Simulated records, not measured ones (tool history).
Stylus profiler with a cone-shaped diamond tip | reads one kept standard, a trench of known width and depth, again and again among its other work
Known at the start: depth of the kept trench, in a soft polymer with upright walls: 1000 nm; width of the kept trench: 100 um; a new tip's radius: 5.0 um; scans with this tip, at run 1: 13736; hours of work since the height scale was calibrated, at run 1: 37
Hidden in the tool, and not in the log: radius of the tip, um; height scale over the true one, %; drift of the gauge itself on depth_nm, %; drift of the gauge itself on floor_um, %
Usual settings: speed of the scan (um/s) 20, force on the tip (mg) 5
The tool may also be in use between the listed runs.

| run | hour | speed of the scan (um/s) | force on the tip (mg) | scans with this tip | hours of work since the height scale was calibrated | depth of the trench (angstrom) | width of the trench's floor (nm) |
|---|---|---|---|---|---|---|---|
| 1 | 0 | 20 | 5 | 13736 | 37 | 10263.6 | 90920 |
| 2 | 98.5 | 66 | 5 | 14067 | 99 | 10259.4 | 90760 |
| 3 | 144.1 | 66 | 5 | 14221 | 128 | 10265.7 | 90740 |
| 4 | 198 | 20 | 5 | 14402 | 163 | 10259.5 | 90850 |
| 5 | 268.3 | 20 | 5 | 14638 | 207 | 10262.9 | 90820 |
| 6 | 369.7 | 20 | 5 | 14979 | 272 | 10256.3 | 90730 |
| 7 | 426.7 | 20 | 5 | 15171 | 308 | 10254.5 | 90660 |
| 8 | 519 | 20 | 5 | 15481 | 367 | 10255.8 | 90640 |
| 9 | 623.7 | 20 | 5 | 15833 | 434 | 10252 | 90580 |
| 10 | 704.2 | 20 | 5 | 16104 | 485 | 10253 | 90470 |
| 11 | 813 | 20 | 5 | 16469 | 554 | 10244.9 | 90480 |
| 12 | 867.6 | 20 | 5 | 16653 | 589 | 10251.3 | 90430 |
| 13 | 967.9 | 20 | 2.06 | 16990 | 652 | 10122.7 | 90370 |
| 14 | 1064.5 | 20 | 2.06 | 17315 | 714 | 10127.6 | 90240 |
| 15 | 1148.2 | 20 | 2.06 | 17596 | 767 | 10119.7 | 90210 |
| 16 | 1211.8 | 20 | 3.85 | 17810 | 808 | 10197.7 | 90250 |
|  | 1222.2 | height scale calibrated on a step standard |
| 17 | 1322.1 | 9 | 2.72 | 18179 | 64 | 10174.6 | 90090 |
| 18 | 1380.5 | 28 | 4.65 | 18375 | 101 | 10246.2 | 90160 |
| 19 | 1436.1 | 44 | 12.86 | 18562 | 136 | 10498.1 | 90070 |
| 20 | 1513.1 | 44 | 12.86 | 18821 | 185 | 10493.7 | 90090 |
| 21 | 1622.4 | 44 | 12.86 | 19188 | 255 | 10492.4 | 89970 |
| 22 | 1697.1 | 9 | 5 | 19440 | 302 | 10256.6 | 89940 |
| 23 | 1791.2 | 21 | 2.13 | 19756 | 362 | 10139.6 | 89860 |
| 24 | 1871.5 | 25 | 2.57 | 20026 | 413 | 10158.4 | 89810 |
| 25 | 1973 | 25 | 2.57 | 20367 | 478 | 10154.4 | 89780 |
| 26 | 2036.2 | 25 | 2.57 | 20579 | 518 | 10153.4 | 89800 |
| 27 | 2090.5 | 9 | 2.47 | 20762 | 552 | 10147.5 | 89730 |
|  | 2105.6 | new tip fitted, height scale calibrated |
| 28 | 2158.3 | 22 | 4.13 | 177 | 33 | 10226.4 | 93960 |
| 29 | 2221.5 | 63 | 12.05 | 390 | 74 | 10470.8 | 93900 |

Forecast each of these 3 alternatives for the next run:
| A | 2284.9 | 5 | 5 | 603 | 114 | ? | ? |
| B | 2284.9 | 29 | 10.87 | 603 | 114 | ? | ? |
| C | 2284.9 | 47 | 3.16 | 603 | 114 | ? | ? |

| run | depth of the trench (angstrom) | width of the trench's floor (nm) |
|---|---|---|
| A | 10257.6 | 93940 |
| B | 10437.6 | 93890 |
| C | 10187.5 | 93790 |
Without the tool's hidden state the same runs would have given:
| run | depth of the trench (angstrom) | width of the trench's floor (nm) |
|---|---|---|
| A | 10263.5 | 94030 |
| B | 10443.5 | 93990 |
| C | 10193.3 | 93880 |
